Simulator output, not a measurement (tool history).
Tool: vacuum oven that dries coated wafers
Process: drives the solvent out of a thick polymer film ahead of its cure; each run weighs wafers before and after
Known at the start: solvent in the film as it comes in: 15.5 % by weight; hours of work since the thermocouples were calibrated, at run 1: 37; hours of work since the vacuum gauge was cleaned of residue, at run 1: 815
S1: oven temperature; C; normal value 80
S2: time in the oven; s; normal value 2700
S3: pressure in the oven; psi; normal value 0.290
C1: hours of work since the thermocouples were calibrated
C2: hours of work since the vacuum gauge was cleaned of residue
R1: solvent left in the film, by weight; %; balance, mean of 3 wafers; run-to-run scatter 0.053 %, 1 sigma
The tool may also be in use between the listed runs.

| run | hour | S1 | S2 | S3 | C1 | C2 | R1 |
|---|---|---|---|---|---|---|---|
| 1 | 0.0 | 80 | 2700 | 0.290 | 37 | 815 | 1.82 |
| 2 | 52.1 | 80 | 2700 | 0.551 | 73 | 851 | 2.36 |
| 3 | 84.4 | 75 | 2700 | 0.290 | 95 | 873 | 3.34 |
| 4 | 129.0 | 75 | 2700 | 0.290 | 126 | 903 | 3.43 |
| 5 | 183.7 | 87 | 2700 | 0.290 | 164 | 941 | 0.88 |
| 6 | 237.6 | 87 | 2700 | 0.290 | 201 | 978 | 0.86 |
| 7 | 295.3 | 80 | 2700 | 0.980 | 241 | 1018 | 3.35 |
| 8 | 368.1 | 80 | 2700 | 0.290 | 291 | 1068 | 1.94 |
| 9 | 442.2 | 80 | 2700 | 0.290 | 342 | 1119 | 1.99 |
| 10 | 475.8 | 80 | 2700 | 0.290 | 365 | 1142 | 2.08 |
| 11 | 526.9 | 80 | 2700 | 0.290 | 400 | 1177 | 2.05 |
| 12 | 573.4 | 80 | 2700 | 0.290 | 432 | 1209 | 2.14 |
| 13 | 649.7 | 80 | 4800 | 0.290 | 484 | 1262 | 1.00 |
| 14 | 716.8 | 80 | 4800 | 0.290 | 530 | 1308 | 1.03 |
| 15 | 770.9 | 80 | 4800 | 0.290 | 568 | 1345 | 1.04 |
| 16 | 827.9 | 80 | 2700 | 0.171 | 607 | 1384 | 1.95 |
| 17 | 903.6 | 80 | 2940 | 0.290 | 659 | 1436 | 2.05 |
| 18 | 958.3 | 80 | 3000 | 0.290 | 697 | 1474 | 1.98 |
|  | 994.9 | oven's thermocouples calibrated |
| 19 | 1005.7 | 80 | 2700 | 0.290 | 7 | 1505 | 1.94 |
| 20 | 1080.1 | 78 | 4380 | 0.904 | 59 | 1556 | 2.65 |
| 21 | 1116.6 | 80 | 2700 | 0.290 | 84 | 1582 | 2.03 |
| 22 | 1157.3 | 86 | 3540 | 0.408 | 112 | 1610 | 0.85 |
| 23 | 1221.8 | 88 | 4200 | 0.160 | 156 | 1654 | 0.41 |
| 24 | 1267.4 | 66 | 2580 | 0.191 | 187 | 1685 | 6.81 |
| 25 | 1332.3 | 92 | 4860 | 0.511 | 232 | 1730 | 0.79 |
| 26 | 1377.4 | 80 | 2820 | 0.677 | 263 | 1761 | 2.81 |
| 27 | 1454.6 | 80 | 2820 | 0.756 | 316 | 1814 | 2.88 |
| 28 | 1532.8 | 66 | 2700 | 0.290 | 370 | 1868 | 6.96 |
| 29 | 1572.5 | 80 | 2700 | 0.348 | 397 | 1895 | 2.38 |
| 30 | 1642.8 | 69 | 2040 | 0.280 | 446 | 1944 | 7.08 |
| 31 | 1683.7 | 89 | 1680 | 0.164 | 474 | 1972 | 1.34 |
| 32 | 1737.1 | 89 | 1680 | 0.164 | 511 | 2008 | 1.33 |
| 33 | 1786.8 | 91 | 3780 | 0.580 | 545 | 2043 | 1.02 |
| 34 | 1822.2 | 88 | 2700 | 0.290 | 569 | 2067 | 0.85 |
| 35 | 1875.3 | 85 | 1380 | 0.244 | 606 | 2103 | 3.12 |
|  | 1906.3 | vacuum gauge cleaned of residue and calibrated |
| 36 | 1937.8 | 66 | 2520 | 1.073 | 648 | 22 | 8.91 |
| 37 | 1974.2 | 66 | 2520 | 0.901 | 673 | 47 | 8.72 |
| 38 | 2021.6 | 74 | 2700 | 0.244 | 705 | 79 | 3.95 |

Forecast each of these 3 alternatives for the next run:
|  | 2042.7 | oven's thermocouples calibrated |
| A | 2073.4 | 91 | 1740 | 0.439 | 21 | 114 | ? |
|  | 2042.7 | oven's thermocouples calibrated |
| B | 2073.4 | 82 | 2160 | 0.599 | 21 | 114 | ? |
|  | 2042.7 | oven's thermocouples calibrated |
| C | 2073.4 | 85 | 2700 | 0.173 | 21 | 114 | ? |

| run | R1 |
|---|---|
| A | 0.99 |
| B | 2.53 |
| C | 0.72 |
With the hidden condition removed and each run's random variation left untouched, the same runs would have given:
| run | R1 |
|---|---|
| A | 0.96 |
| B | 2.47 |
| C | 0.69 |
